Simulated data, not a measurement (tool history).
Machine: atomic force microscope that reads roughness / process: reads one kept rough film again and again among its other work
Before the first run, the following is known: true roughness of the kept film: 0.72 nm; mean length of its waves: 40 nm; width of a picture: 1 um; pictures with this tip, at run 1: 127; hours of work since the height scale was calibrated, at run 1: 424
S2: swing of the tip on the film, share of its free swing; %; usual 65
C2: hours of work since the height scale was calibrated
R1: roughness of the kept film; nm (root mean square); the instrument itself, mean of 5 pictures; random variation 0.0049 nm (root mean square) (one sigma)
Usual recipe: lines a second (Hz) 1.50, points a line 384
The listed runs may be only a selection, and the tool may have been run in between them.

Run 1, hour 0.0: usual settings; pictures with this tip 127; C2 424. Result: R1 0.675 nm (root mean square).
Run 2, hour 74.7: usual settings; pictures with this tip 257; C2 466. Result: R1 0.656 nm (root mean square).
At hour 137.1: new tip fitted.
Run 3, hour 137.1: usual settings; pictures with this tip 0; C2 500. Result: R1 0.685 nm (root mean square).
Run 4, hour 184.2: usual settings; pictures with this tip 82; C2 526. Result: R1 0.673 nm (root mean square).
Run 5, hour 240.8: usual settings; pictures with this tip 180; C2 558. Result: R1 0.656 nm (root mean square).
Run 6, hour 306.7: usual settings; pictures with this tip 294; C2 594. Result: R1 0.653 nm (root mean square).
At hour 352.8: new tip fitted.
Run 7, hour 389.1: usual settings; pictures with this tip 63; C2 640. Result: R1 0.678 nm (root mean square).
Run 8, hour 438.2: usual settings but S2 64 %; pictures with this tip 148; C2 667. Result: R1 0.666 nm (root mean square).
Run 9, hour 495.8: usual settings but lines a second (Hz) 0.53; pictures with this tip 248; C2 699. Result: R1 0.657 nm (root mean square).
Run 10, hour 545.0: usual settings but points a line 551; pictures with this tip 333; C2 726. Result: R1 0.642 nm (root mean square).
At hour 562.6: new tip fitted.
Run 11, hour 598.1: usual settings but S2 76 %; pictures with this tip 61; C2 756. Result: R1 0.656 nm (root mean square).
Run 12, hour 675.2: usual settings but lines a second (Hz) 1.08, S2 62 %, points a line 535; pictures with this tip 195; C2 798. Result: R1 0.668 nm (root mean square).
Run 13, hour 739.6: usual settings but lines a second (Hz) 1.08, S2 62 %, points a line 535; pictures with this tip 306; C2 834. Result: R1 0.658 nm (root mean square).
At hour 772.4: new tip fitted.
Run 14, hour 795.3: usual settings but lines a second (Hz) 1.08, S2 62 %, points a line 535; pictures with this tip 39; C2 865. Result: R1 0.677 nm (root mean square).
Run 15, hour 838.8: usual settings but lines a second (Hz) 1.08, S2 62 %, points a line 535; pictures with this tip 115; C2 889. Result: R1 0.670 nm (root mean square).
Run 16, hour 884.4: usual settings but lines a second (Hz) 0.53, S2 85 %, points a line 739; pictures with this tip 194; C2 914. Result: R1 0.662 nm (root mean square).
Run 17, hour 947.1: usual settings but lines a second (Hz) 2.82, S2 73 %, points a line 739; pictures with this tip 302; C2 949. Result: R1 0.630 nm (root mean square).
At hour 982.4: new tip fitted.
Run 18, hour 1001.6: usual settings but lines a second (Hz) 3.26, S2 73 %, points a line 556; pictures with this tip 33; C2 979. Result: R1 0.644 nm (root mean square).
Run 19, hour 1055.7: usual settings but lines a second (Hz) 3.66, S2 76 %, points a line 393; pictures with this tip 127; C2 1009. Result: R1 0.624 nm (root mean square).

Branching from run 19: 5 alternative next runs. What would each branch give?
Run A, hour 1111.5: usual settings but lines a second (Hz) 3.66, S2 74 %, points a line 393; pictures with this tip 223; C2 1040. Result: R1 ?.
Run B, hour 1111.5: usual settings but lines a second (Hz) 0.51, S2 67 %, points a line 890; pictures with this tip 223; C2 1040. Result: R1 ?.
Run C, hour 1111.5: usual settings but lines a second (Hz) 3.66, S2 76 %, points a line 261; pictures with this tip 223; C2 1040. Result: R1 ?.
Run D, hour 1111.5: usual settings but lines a second (Hz) 0.53, points a line 747; pictures with this tip 223; C2 1040. Result: R1 ?.
Run E, hour 1111.5: usual settings but lines a second (Hz) 0.84, S2 68 %, points a line 618; pictures with this tip 223; C2 1040. Result: R1 ?.

run     R1
  A  0.616
  B  0.669
  C  0.613
  D  0.658
  E  0.659
Had the tool no hidden state, the same runs would have come out as:
run     R1
  A  0.649
  B  0.705
  C  0.646
  D  0.694
  E  0.695
